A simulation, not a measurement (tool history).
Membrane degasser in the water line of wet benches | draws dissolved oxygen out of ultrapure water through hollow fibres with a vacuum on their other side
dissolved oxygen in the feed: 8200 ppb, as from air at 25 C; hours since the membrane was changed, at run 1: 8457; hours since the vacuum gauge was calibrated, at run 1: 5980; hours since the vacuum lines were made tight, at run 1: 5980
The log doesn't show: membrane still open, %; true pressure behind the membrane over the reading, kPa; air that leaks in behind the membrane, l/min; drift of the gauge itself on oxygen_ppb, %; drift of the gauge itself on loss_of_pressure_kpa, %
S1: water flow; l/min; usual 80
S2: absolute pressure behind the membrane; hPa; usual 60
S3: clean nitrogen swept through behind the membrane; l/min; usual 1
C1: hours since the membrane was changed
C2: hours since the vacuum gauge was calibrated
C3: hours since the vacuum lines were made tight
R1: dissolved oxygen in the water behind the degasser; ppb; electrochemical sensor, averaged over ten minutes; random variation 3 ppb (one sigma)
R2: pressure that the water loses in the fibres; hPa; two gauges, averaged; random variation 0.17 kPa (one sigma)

| run | hour | S1 | S2 | S3 | C1 | C2 | C3 | R1 | R2 |
|---|---|---|---|---|---|---|---|---|---|
| 1 | 0 | 80 | 60 | 1 | 8457 | 5980 | 5980 | 394.6 | 259.1 |
| 2 | 143 | 80 | 60 | 1 | 8600 | 6123 | 6123 | 403.8 | 259.7 |
| 3 | 367.1 | 80 | 60 | 1.34 | 8824 | 6347 | 6347 | 335.9 | 261.5 |
| 4 | 514.5 | 80 | 42.4 | 1 | 8971 | 6495 | 6495 | 180.2 | 257.4 |
| 5 | 620.6 | 80 | 42.4 | 1 | 9077 | 6601 | 6601 | 179.7 | 262.2 |
| 6 | 718.8 | 80 | 42.4 | 1 | 9176 | 6699 | 6699 | 180 | 259.7 |
| 7 | 897.5 | 80 | 42.4 | 1 | 9354 | 6878 | 6878 | 179.3 | 261.1 |
| 8 | 1096 | 80 | 60 | 1 | 9553 | 7076 | 7076 | 400 | 262.4 |
| 9 | 1227.1 | 80 | 60 | 1 | 9684 | 7207 | 7207 | 405.4 | 261 |
| 10 | 1406 | 80 | 60 | 1 | 9863 | 7386 | 7386 | 400.4 | 263.2 |
| 11 | 1512.4 | 80 | 60 | 1 | 9969 | 7492 | 7492 | 400.7 | 258.9 |
| 12 | 1643.6 | 85 | 60 | 1 | 10100 | 7624 | 7624 | 426.9 | 277.9 |
| 13 | 1800.7 | 80 | 60 | 0.85 | 10257 | 7781 | 7781 | 440.7 | 261.1 |
| 14 | 1987.9 | 80 | 60 | 0.44 | 10445 | 7968 | 7968 | 625.2 | 261.7 |
| 15 | 2165.8 | 80 | 40.1 | 1 | 10623 | 8146 | 8146 | 152 | 263.5 |
| 16 | 2357.8 | 81 | 75 | 0.7 | 10815 | 8338 | 8338 | 721.3 | 266.9 |
| 17 | 2452.1 | 62 | 60 | 1 | 10909 | 8432 | 8432 | 326.5 | 202.3 |
|  | 2500.5 | vacuum gauge calibrated |
|  | 2515.2 | seals of the vacuum lines changed |
| 18 | 2558.4 | 127 | 60 | 1.87 | 11013 | 56 | 43 | 488.5 | 417.1 |

The next listed run, before its measurement:
| 19 | 2689.7 | 127 | 60 | 1.87 | 11144 | 187 | 174 | ? | ? |

{"run 19": {"R1": 482.4, "R2": 419.3}}
Without the tool's hidden state the same run would have given R1 466 ppb, R2 406.7 hPa.
